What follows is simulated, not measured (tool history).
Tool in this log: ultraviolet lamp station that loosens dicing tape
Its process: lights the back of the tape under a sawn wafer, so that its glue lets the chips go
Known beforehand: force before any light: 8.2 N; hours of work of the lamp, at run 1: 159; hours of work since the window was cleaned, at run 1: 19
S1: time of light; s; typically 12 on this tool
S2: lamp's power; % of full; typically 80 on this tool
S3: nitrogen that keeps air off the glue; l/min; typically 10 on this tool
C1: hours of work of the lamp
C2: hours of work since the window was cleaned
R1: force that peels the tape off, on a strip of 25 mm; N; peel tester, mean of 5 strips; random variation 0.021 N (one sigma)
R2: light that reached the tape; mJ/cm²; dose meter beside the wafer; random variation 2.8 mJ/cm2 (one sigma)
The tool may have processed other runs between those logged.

| run | hour | S1 | S2 | S3 | C1 | C2 | R1 | R2 |
|---|---|---|---|---|---|---|---|---|
| 1 | 0.0 | 12 | 80 | 10 | 159 | 19 | 1.266 | 342 |
| 2 | 9.9 | 12 | 80 | 10 | 164 | 25 | 1.349 | 335 |
| 3 | 16.5 | 12 | 80 | 15 | 168 | 28 | 0.947 | 334 |
| 4 | 22.5 | 12 | 80 | 15 | 171 | 31 | 0.997 | 338 |
| 5 | 28.6 | 12 | 80 | 10 | 174 | 34 | 1.297 | 338 |
| 6 | 38.2 | 12 | 80 | 4 | 179 | 39 | 2.354 | 337 |
| 7 | 46.9 | 12 | 80 | 4 | 184 | 44 | 2.280 | 330 |
| 8 | 54.0 | 12 | 80 | 4 | 187 | 47 | 2.293 | 330 |
| 9 | 61.0 | 12 | 80 | 10 | 191 | 51 | 1.323 | 330 |
| 10 | 69.5 | 12 | 80 | 10 | 195 | 55 | 1.339 | 329 |
| 11 | 75.4 | 12 | 80 | 10 | 198 | 58 | 1.396 | 323 |
| 12 | 85.6 | 12 | 80 | 16 | 204 | 64 | 1.005 | 326 |
| 13 | 93.3 | 12 | 80 | 16 | 208 | 68 | 1.048 | 326 |
| 14 | 103.2 | 12 | 80 | 16 | 213 | 73 | 1.044 | 325 |
| 15 | 111.0 | 21 | 80 | 4 | 217 | 77 | 1.075 | 558 |
| 16 | 117.9 | 21 | 88 | 3 | 220 | 81 | 1.127 | 618 |
|  | 119.1 | window cleaned of glue's vapour |
| 17 | 124.5 | 6 | 73 | 19 | 224 | 3 | 2.891 | 144 |
| 18 | 131.4 | 6 | 73 | 5 | 227 | 6 | 4.448 | 144 |
| 19 | 139.9 | 22 | 85 | 5 | 232 | 11 | 0.753 | 616 |
|  | 141.9 | window cleaned of glue's vapour, once more |
| 20 | 150.1 | 22 | 85 | 5 | 237 | 4 | 0.680 | 638 |
| 21 | 157.6 | 22 | 85 | 5 | 241 | 8 | 0.689 | 640 |
| 22 | 167.0 | 6 | 82 | 5 | 245 | 13 | 3.997 | 166 |
| 23 | 172.3 | 9 | 62 | 7 | 248 | 16 | 3.124 | 190 |
| 24 | 179.3 | 6 | 67 | 5 | 252 | 19 | 4.666 | 137 |
| 25 | 188.0 | 10 | 75 | 3 | 256 | 24 | 3.486 | 252 |
| 26 | 198.0 | 11 | 75 | 12 | 261 | 29 | 1.556 | 278 |

5 ways to go on from here, each from the tool as it stands after run 26. What would each give?
| A | 206.0 | 15 | 82 | 12 | 266 | 33 | ? | ? |
| B | 206.0 | 12 | 67 | 8 | 266 | 33 | ? | ? |
| C | 206.0 | 17 | 63 | 4 | 266 | 33 | ? | ? |
| D | 206.0 | 13 | 75 | 12 | 266 | 33 | ? | ? |
| E | 206.0 | 9 | 64 | 10 | 266 | 33 | ? | ? |

| run | R1 | R2 |
|---|---|---|
| A | 0.768 | 408 |
| B | 2.044 | 269 |
| C | 2.197 | 358 |
| D | 1.186 | 329 |
| E | 2.866 | 193 |
With the hidden condition removed and each run's random variation left untouched, the same runs would have given:
| run | R1 | R2 |
|---|---|---|
| A | 0.541 | 489 |
| B | 1.588 | 321 |
| C | 1.716 | 427 |
| D | 0.859 | 393 |
| E | 2.337 | 231 |
